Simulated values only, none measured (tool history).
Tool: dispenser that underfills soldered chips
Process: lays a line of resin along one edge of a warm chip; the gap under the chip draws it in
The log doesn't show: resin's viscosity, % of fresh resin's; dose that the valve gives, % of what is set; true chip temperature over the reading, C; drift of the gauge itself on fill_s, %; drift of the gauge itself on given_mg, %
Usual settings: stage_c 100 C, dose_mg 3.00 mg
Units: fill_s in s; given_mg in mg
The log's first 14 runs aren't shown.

run   hour  stage_c  dose_mg  hours of work since the syringe was changed  hours of work since the valve was cleaned  hours of work since the stage was calibrated  fill_s  given_mg
     124.9  -- new syringe of resin
 15  125.4      100     3.08                                            0                                         31                                           254     6.6      3.01
 16  136.2      100     2.57                                            9                                         39                                           262    14.4      2.50
     138.9  -- new syringe of resin
 17  143.6      100     2.58                                            3                                         44                                           268     8.7      2.47
     153.1  -- new syringe of resin
 18  154.8      100     3.41                                            1                                         52                                           276     6.9      3.28
     166.8  -- new syringe of resin
 19  166.8       91     3.00                                            0                                         61                                           285     9.2      2.86
 20  173.0       91     3.00                                            5                                         66                                           289    13.2      2.85
     181.2  -- new syringe of resin
 21  184.1      102     3.84                                            2                                         74                                           297     6.5      3.60
 22  189.1      102     3.41                                            6                                         78                                           301     9.5      3.21
     195.5  -- new syringe of resin
 23  196.1      115     3.00                                            0                                         83                                           306     4.4      2.80
 24  205.3      100     2.58                                            7                                         90                                           313    13.0      2.40
     209.2  -- new syringe of resin
 25  217.6      113     3.30                                            6                                         99                                           322     7.5      3.03
     220.0  -- dispensing valve cleaned and set on the balance
     224.3  -- new syringe of resin
 26  231.0      105     3.11                                            5                                          8                                           331     8.7      3.08
     237.8  -- new syringe of resin
 27  242.8      111     3.43                                            4                                         17                                           340     6.5      3.38
     251.9  -- new syringe of resin
 28  253.0      111     3.43                                            1                                         24                                           347     5.2      3.36
 29  261.2      111     3.59                                            7                                         30                                           353     8.7      3.49
     265.7  -- new syringe of resin
 30  270.2       88     3.64                                            3                                         37                                           360    12.3      3.52
 31  278.8       88     3.64                                           10                                         43                                           366    21.1      3.47
     280.2  -- new syringe of resin
 32  289.9       98     3.31                                            7                                         51                                           375    12.3      3.16
     293.8  -- new syringe of resin
 33  300.5       98     3.31                                            5                                         59                                           382    10.3      3.14
 34  306.8      109     2.90                                           10                                         64                                           387    11.1      2.78
     307.9  -- new syringe of resin
 35  313.8      106     2.64                                            4                                         69                                           392     8.5      2.51

Forecast each of these 4 alternatives for the next run:
  A  320.0       95     2.64                                            9                                         73                                           397       ?         ?
  B  320.0      103     3.43                                            9                                         73                                           397       ?         ?
  C  320.0       87     2.80                                            9                                         73                                           397       ?         ?
  D  320.0      111     2.93                                            9                                         73                                           397       ?         ?

run  fill_s  given_mg
  A    16.8      2.47
  B    12.3      3.22
  C    21.8      2.63
  D    10.1      2.74
Without the tool's hidden state the same runs would have given:
run  fill_s  given_mg
  A     7.6      2.63
  B     5.6      3.44
  C    10.0      2.80
  D     4.6      2.92
